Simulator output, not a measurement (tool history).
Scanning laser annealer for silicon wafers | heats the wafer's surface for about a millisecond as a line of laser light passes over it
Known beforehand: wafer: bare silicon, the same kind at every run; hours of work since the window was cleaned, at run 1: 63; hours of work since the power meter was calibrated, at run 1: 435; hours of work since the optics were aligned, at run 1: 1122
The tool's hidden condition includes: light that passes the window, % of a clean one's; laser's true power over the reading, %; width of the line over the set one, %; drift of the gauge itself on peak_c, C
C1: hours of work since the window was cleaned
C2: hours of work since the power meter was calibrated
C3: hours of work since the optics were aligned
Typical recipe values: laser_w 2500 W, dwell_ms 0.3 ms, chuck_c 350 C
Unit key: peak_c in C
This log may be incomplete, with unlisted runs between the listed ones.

Run 1, hour 0: usual settings; C1 63; C2 435; C3 1122. Result: peak_c 1156 C.
Run 2, hour 14.2: usual settings; C1 74; C2 446; C3 1133. Result: peak_c 1155 C.
Run 3, hour 22.7: usual settings; C1 81; C2 452; C3 1140. Result: peak_c 1158 C.
At hour 38.8: optics aligned, line set to its width.
Run 4, hour 40.5: usual settings; C1 90; C2 462; C3 1. Result: peak_c 1182 C.
Run 5, hour 47.1: usual settings; C1 95; C2 467; C3 6. Result: peak_c 1183 C.
Run 6, hour 57: usual settings; C1 103; C2 475; C3 14. Result: peak_c 1183 C.
Run 7, hour 71.4: usual settings; C1 114; C2 485; C3 25. Result: peak_c 1179 C.
Run 8, hour 82.2: usual settings but chuck_c 347 C; C1 122; C2 494; C3 33. Result: peak_c 1173 C.
Run 9, hour 93.1: usual settings but laser_w 2339 W; C1 130; C2 502; C3 41. Result: peak_c 1111 C.
Run 10, hour 107.7: usual settings but dwell_ms 0.21 ms; C1 141; C2 513; C3 52. Result: peak_c 1049 C.
Run 11, hour 117.6: usual settings but dwell_ms 0.21 ms; C1 148; C2 520; C3 59. Result: peak_c 1049 C.
Run 12, hour 127.4: usual settings but dwell_ms 0.376 ms; C1 156; C2 528; C3 67. Result: peak_c 1264 C.
Run 13, hour 140.6: usual settings but dwell_ms 0.376 ms; C1 166; C2 538; C3 77. Result: peak_c 1262 C.
Run 14, hour 150.6: usual settings but dwell_ms 0.376 ms; C1 173; C2 545; C3 84. Result: peak_c 1263 C.
Run 15, hour 159.6: usual settings but dwell_ms 0.376 ms; C1 180; C2 552; C3 91. Result: peak_c 1259 C.
Run 16, hour 166.2: usual settings but dwell_ms 0.376 ms; C1 185; C2 557; C3 96. Result: peak_c 1258 C.
Run 17, hour 174.9: usual settings but dwell_ms 0.376 ms; C1 192; C2 564; C3 103. Result: peak_c 1257 C.
Run 18, hour 189.3: usual settings but dwell_ms 0.376 ms; C1 203; C2 575; C3 114. Result: peak_c 1261 C.
Run 19, hour 198.4: usual settings; C1 210; C2 581; C3 121. Result: peak_c 1166 C.
Run 20, hour 213.1: usual settings; C1 221; C2 592; C3 132. Result: peak_c 1168 C.
Run 21, hour 223.4: usual settings but laser_w 2637 W, chuck_c 322 C; C1 228; C2 600; C3 139. Result: peak_c 1197 C.
Run 22, hour 237.8: usual settings but dwell_ms 0.268 ms; C1 239; C2 611; C3 150. Result: peak_c 1122 C.
Run 23, hour 251.5: usual settings but laser_w 2294 W, chuck_c 349 C; C1 250; C2 621; C3 161. Result: peak_c 1073 C.
Run 24, hour 265.5: usual settings but laser_w 2654 W, dwell_ms 0.332 ms, chuck_c 340 C; C1 260; C2 632; C3 171. Result: peak_c 1263 C.
Run 25, hour 273.6: usual settings but laser_w 2654 W, dwell_ms 0.353 ms, chuck_c 340 C; C1 266; C2 638; C3 177. Result: peak_c 1282 C.
Run 26, hour 281.9: usual settings but laser_w 2654 W, dwell_ms 0.353 ms, chuck_c 340 C; C1 273; C2 644; C3 184. Result: peak_c 1285 C.
Run 27, hour 292.4: usual settings but laser_w 2691 W, dwell_ms 0.353 ms, chuck_c 340 C; C1 281; C2 652; C3 192. Result: peak_c 1300 C.
Run 28, hour 307.1: usual settings but laser_w 2409 W, dwell_ms 0.326 ms; C1 292; C2 663; C3 203. Result: peak_c 1146 C.
Run 29, hour 319.2: usual settings but dwell_ms 0.376 ms, chuck_c 377 C; C1 301; C2 673; C3 212. Result: peak_c 1273 C.
Run 30, hour 325.4: usual settings but laser_w 2346 W, dwell_ms 0.247 ms, chuck_c 338 C; C1 306; C2 677; C3 216. Result: peak_c 1017 C.
Run 31, hour 332.7: usual settings but dwell_ms 0.303 ms, chuck_c 317 C; C1 311; C2 683; C3 222. Result: peak_c 1125 C.
Run 32, hour 346.7: usual settings but laser_w 2416 W, dwell_ms 0.263 ms, chuck_c 332 C; C1 322; C2 693; C3 233. Result: peak_c 1054 C.
Run 33, hour 357.3: usual settings but laser_w 2370 W, dwell_ms 0.301 ms, chuck_c 318 C; C1 330; C2 701; C3 241. Result: peak_c 1066 C.
Run 34, hour 367: usual settings but laser_w 2656 W, dwell_ms 0.304 ms, chuck_c 324 C; C1 337; C2 709; C3 248. Result: peak_c 1200 C.
Run 35, hour 380.6: usual settings but laser_w 2654 W, dwell_ms 0.249 ms, chuck_c 380 C; C1 347; C2 719; C3 258. Result: peak_c 1176 C.
Run 36, hour 391.8: usual settings but laser_w 2285 W, dwell_ms 0.309 ms, chuck_c 332 C; C1 356; C2 727; C3 267. Result: peak_c 1052 C.
Run 37, hour 403.4: usual settings but laser_w 2285 W, dwell_ms 0.309 ms, chuck_c 332 C; C1 364; C2 736; C3 275. Result: peak_c 1052 C.
Run 38, hour 412.8: usual settings but laser_w 2698 W, dwell_ms 0.254 ms, chuck_c 357 C; C1 371; C2 743; C3 282. Result: peak_c 1172 C.
Run 39, hour 420.1: usual settings but laser_w 2488 W, dwell_ms 0.252 ms, chuck_c 374 C; C1 377; C2 749; C3 288. Result: peak_c 1104 C.
Run 40, hour 426.5: usual settings but dwell_ms 0.374 ms, chuck_c 358 C; C1 382; C2 754; C3 293. Result: peak_c 1240 C.

5 options for the next run, each taken on its own from the tool as it stands now. Forecast them:
Run A, hour 434.6: usual settings but laser_w 2701 W; C1 388; C2 760; C3 299. Result: peak_c ?.
Run B, hour 434.6: usual settings but laser_w 2387 W, chuck_c 377 C; C1 388; C2 760; C3 299. Result: peak_c ?.
Run C, hour 434.6: usual settings but laser_w 2276 W, dwell_ms 0.226 ms, chuck_c 362 C; C1 388; C2 760; C3 299. Result: peak_c ?.
Run D, hour 434.6: usual settings but laser_w 2442 W, dwell_ms 0.288 ms, chuck_c 337 C; C1 388; C2 760; C3 299. Result: peak_c ?.
Run E, hour 434.6: usual settings but laser_w 2524 W, dwell_ms 0.309 ms, chuck_c 319 C; C1 388; C2 760; C3 299. Result: peak_c ?.

run  peak_c
  A    1229
  B    1127
  C     981
  D    1095
  E    1137
The same runs, with their run-to-run variation unchanged, on a tool lacking any hidden condition would have given:
run  peak_c
  A    1288
  B    1177
  C    1022
  D    1145
  E    1191
